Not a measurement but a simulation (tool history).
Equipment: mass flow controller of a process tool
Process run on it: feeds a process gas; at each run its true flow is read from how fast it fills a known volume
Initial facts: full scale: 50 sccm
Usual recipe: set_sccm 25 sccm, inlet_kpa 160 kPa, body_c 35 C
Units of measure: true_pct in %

run 1 hour=0 | set_sccm=25 inlet_kpa=160 body_c=35 | true_pct=99.44
run 2 hour=128.5 | set_sccm=25 inlet_kpa=154 body_c=35 | true_pct=99.49
run 3 hour=303.9 | set_sccm=25 inlet_kpa=154 body_c=35 | true_pct=99.57
run 4 hour=546.4 | set_sccm=25 inlet_kpa=154 body_c=35 | true_pct=99.52
run 5 hour=725.5 | set_sccm=25 inlet_kpa=154 body_c=35 | true_pct=99.46
run 6 hour=858.6 | set_sccm=24 inlet_kpa=154 body_c=35 | true_pct=99.63
run 7 hour=1080.8 | set_sccm=24 inlet_kpa=154 body_c=33 | true_pct=99.7
run 8 hour=1315 | set_sccm=24 inlet_kpa=154 body_c=34 | true_pct=99.73
run 9 hour=1549.1 | set_sccm=24 inlet_kpa=154 body_c=34 | true_pct=99.72
run 10 hour=1749 | set_sccm=24 inlet_kpa=154 body_c=34 | true_pct=99.82
run 11 hour=1972.8 | set_sccm=24 inlet_kpa=154 body_c=34 | true_pct=99.82
run 12 hour=2091.8 | set_sccm=24 inlet_kpa=154 body_c=34 | true_pct=99.7
run 13 hour=2288.8 | set_sccm=25 inlet_kpa=160 body_c=35 | true_pct=99.62
run 14 hour=2472.7 | set_sccm=25 inlet_kpa=160 body_c=35 | true_pct=99.64
run 15 hour=2722 | set_sccm=25 inlet_kpa=160 body_c=35 | true_pct=99.82
run 16 hour=2857.1 | set_sccm=25 inlet_kpa=222 body_c=35 | true_pct=99.98
run 17 hour=3016.4 | set_sccm=5 inlet_kpa=222 body_c=35 | true_pct=108.17
run 18 hour=3276.7 | set_sccm=5 inlet_kpa=222 body_c=35 | true_pct=108.44
run 19 hour=3403.7 | set_sccm=5 inlet_kpa=222 body_c=35 | true_pct=108.56
run 20 hour=3540.8 | set_sccm=5 inlet_kpa=222 body_c=35 | true_pct=108.6
run 21 hour=3667 | set_sccm=5 inlet_kpa=222 body_c=35 | true_pct=108.73
run 22 hour=3925.3 | set_sccm=5 inlet_kpa=222 body_c=35 | true_pct=109.09
run 23 hour=4095.9 | set_sccm=25 inlet_kpa=160 body_c=35 | true_pct=99.83
run 24 hour=4280.4 | set_sccm=23 inlet_kpa=173 body_c=35 | true_pct=100.13
run 25 hour=4401 | set_sccm=13 inlet_kpa=186 body_c=37 | true_pct=101.72
run 26 hour=4566.3 | set_sccm=13 inlet_kpa=186 body_c=37 | true_pct=101.9
run 27 hour=4677.8 | set_sccm=6 inlet_kpa=249 body_c=24 | true_pct=108.17
run 28 hour=4875.3 | set_sccm=11 inlet_kpa=154 body_c=35 | true_pct=102.57
-- hour=4892.3 controller's zero set anew
run 29 hour=5095.1 | set_sccm=11 inlet_kpa=154 body_c=35 | true_pct=105.57
run 30 hour=5224.4 | set_sccm=36 inlet_kpa=169 body_c=39 | true_pct=100.38
run 31 hour=5449 | set_sccm=12 inlet_kpa=167 body_c=33 | true_pct=105.12
run 32 hour=5709.2 | set_sccm=12 inlet_kpa=167 body_c=33 | true_pct=105.21
run 33 hour=5934.9 | set_sccm=12 inlet_kpa=167 body_c=33 | true_pct=105.38
-- hour=5998.3 controller's zero set anew, once more
run 34 hour=6124.2 | set_sccm=12 inlet_kpa=167 body_c=33 | true_pct=96.93
run 35 hour=6363.5 | set_sccm=21 inlet_kpa=167 body_c=27 | true_pct=97.67
run 36 hour=6531.9 | set_sccm=11 inlet_kpa=238 body_c=27 | true_pct=97.58
run 37 hour=6744.6 | set_sccm=25 inlet_kpa=160 body_c=24 | true_pct=98.01
run 38 hour=6882.1 | set_sccm=25 inlet_kpa=160 body_c=24 | true_pct=98
run 39 hour=7081.6 | set_sccm=21 inlet_kpa=199 body_c=24 | true_pct=97.91
run 40 hour=7238.4 | set_sccm=21 inlet_kpa=199 body_c=30 | true_pct=97.79
run 41 hour=7495.9 | set_sccm=19 inlet_kpa=226 body_c=26 | true_pct=97.89
run 42 hour=7736.6 | set_sccm=43 inlet_kpa=160 body_c=40 | true_pct=97.93

Some steps in true_pct between neighbouring runs. How much of each would the tool show without its hidden state too (settings, what came in, random variation), and how much is left for the hidden state, with any gauge scatter that isn't in both results?
What the log doesn't record here: flow at rest that the sensor doesn't see, % of full scale; true flow over the shown one, %; drift of the gauge itself on true_pct, %.
Run 16 -> 17: set_sccm 25 -> 5. true_pct +8.19 %: hidden state +9.12, all else -0.93.
Run 22 -> 23: set_sccm 5 -> 25, inlet_kpa 222 -> 160. true_pct -9.26 %: hidden state -9.7, all else +0.44.
Run 33 -> 34: controller's zero set anew, once more. true_pct -8.45 %: hidden state -8.38, all else -0.07.
